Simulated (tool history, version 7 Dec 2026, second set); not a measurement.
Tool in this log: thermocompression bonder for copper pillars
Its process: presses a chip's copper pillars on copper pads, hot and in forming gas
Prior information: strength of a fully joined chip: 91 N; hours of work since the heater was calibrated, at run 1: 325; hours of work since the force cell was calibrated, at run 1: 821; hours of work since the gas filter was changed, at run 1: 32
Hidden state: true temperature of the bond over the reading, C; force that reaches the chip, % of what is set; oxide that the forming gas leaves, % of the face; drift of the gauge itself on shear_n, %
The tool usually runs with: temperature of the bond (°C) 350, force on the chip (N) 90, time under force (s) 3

run	day	temperature of the bond (°C)	force on the chip (N)	time under force (s)	hours of work since the heater was calibrated	hours of work since the force cell was calibrated	hours of work since the gas filter was changed	force that shears a chip off (N)
1	0	350	90	3	325	821	32	48.1
2	2.075	350	90	3	356	852	63	47.8
3	3.596	350	90	3	379	875	86	47.5
4	5.442	350	90	3	406	902	113	47.3
5	7.075	350	90	3	431	926	137	47.2
6	8.721	350	90	3	455	951	162	47
# day 9.021: heater calibrated with a thermocouple chip
7	10.158	350	90	9	17	971	182	64
8	11.679	350	90	9	40	994	205	63.7
# day 12.512: forming gas filter changed
9	13.65	350	90	9	69	1023	17	67.7

Run 10 is up next; what results do you expect?
10	15.05	378	129	2	89	1043	38	?

force that shears a chip off (N): 67.1
The same run, on a tool lacking any hidden state, would have yielded force that shears a chip off (N) 63.4.
